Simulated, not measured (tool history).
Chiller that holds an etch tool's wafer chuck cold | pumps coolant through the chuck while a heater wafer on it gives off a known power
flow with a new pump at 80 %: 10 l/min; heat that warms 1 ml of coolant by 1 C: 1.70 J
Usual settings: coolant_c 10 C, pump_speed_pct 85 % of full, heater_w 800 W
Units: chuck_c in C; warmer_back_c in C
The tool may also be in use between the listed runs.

run	day	coolant_c	pump_speed_pct	heater_w	chuck_c	warmer_back_c
1	0	10	85	800	15.69	2.66
2	1.688	10	85	800	15.8	2.69
3	2.871	10	85	800	15.64	2.67
4	4.883	10	85	800	15.8	2.68
5	6.808	10	85	800	15.79	2.67
6	7.942	3	85	800	8.7	2.7
7	9.458	10	71	800	16.58	3.31
8	10.879	10	71	800	16.57	3.28
9	11.95	10	71	800	16.51	3.26
10	13.946	10	71	800	16.63	3.27
11	14.958	10	82	800	16.07	2.77
12	17.083	10	85	800	15.76	2.71
13	19.329	10	85	800	16.02	2.69
14	20.796	10	98	800	15.29	2.35
15	22.642	10	98	800	15.19	2.42
16	24.704	10	98	800	15.36	2.36
17	26.208	16	63	732	22.7	3.41
18	28.262	12	68	1147	22	5
19	30.304	12	68	1147	22.17	5.02
20	31.638	12	68	1147	22.13	5.03
# day 32.062: coolant pump overhauled
21	33.358	12	73	1136	21.77	4.72
22	35.546	4	73	407	7.31	1.65
23	37.817	1	85	800	6.98	2.9
24	39.704	1	85	800	7.09	2.86
25	41.583	10	76	577	14.73	2.35
# day 41.988: coolant pump overhauled, once more
26	43.942	2	85	800	7.78	2.71
27	45.492	2	85	800	7.72	2.69
28	47.038	10	82	860	16.3	2.99
29	49	10	82	860	16.43	3.01
30	50.396	10	70	800	16.77	3.27
31	52.05	14	84	654	18.79	2.2

Measured less the same run without the tool's hidden state. The same run-to-run variation is in both; the gauge's scatter may not be:
The hidden state here: heat passed by the chuck's channels, % of clean ones'; flow at a given pump speed, % of a new pump's; coolant's true temperature over the reading, C; drift of the gauge itself on chuck_c, C; drift of the gauge itself on warmer_back_c, C.
run	chuck_c	warmer_back_c
1	-0.1	+0.04
2	-0.09	+0.04
3	-0.09	+0.04
4	-0.07	+0.05
5	-0.06	+0.05
6	-0.06	+0.06
7	-0.04	+0.07
8	-0.04	+0.08
9	-0.02	+0.07
10	-0.02	+0.08
11	-0.03	+0.07
12	-0.03	+0.07
13	-0.02	+0.08
14	-0.03	+0.08
15	-0.02	+0.07
16	-0.01	+0.09
17	+0.04	+0.12
18	+0.19	+0.19
19	+0.22	+0.2
20	+0.22	+0.21
21	+0.4	+0.33
22	-0.01	+0.12
23	+0.19	+0.21
24	+0.19	+0.22
25	+0.1	+0.18
26	-0.12	+0.01
27	-0.11	+0.01
28	-0.09	+0.02
29	-0.09	+0.02
30	-0.07	+0.03
31	-0.13	+0.03

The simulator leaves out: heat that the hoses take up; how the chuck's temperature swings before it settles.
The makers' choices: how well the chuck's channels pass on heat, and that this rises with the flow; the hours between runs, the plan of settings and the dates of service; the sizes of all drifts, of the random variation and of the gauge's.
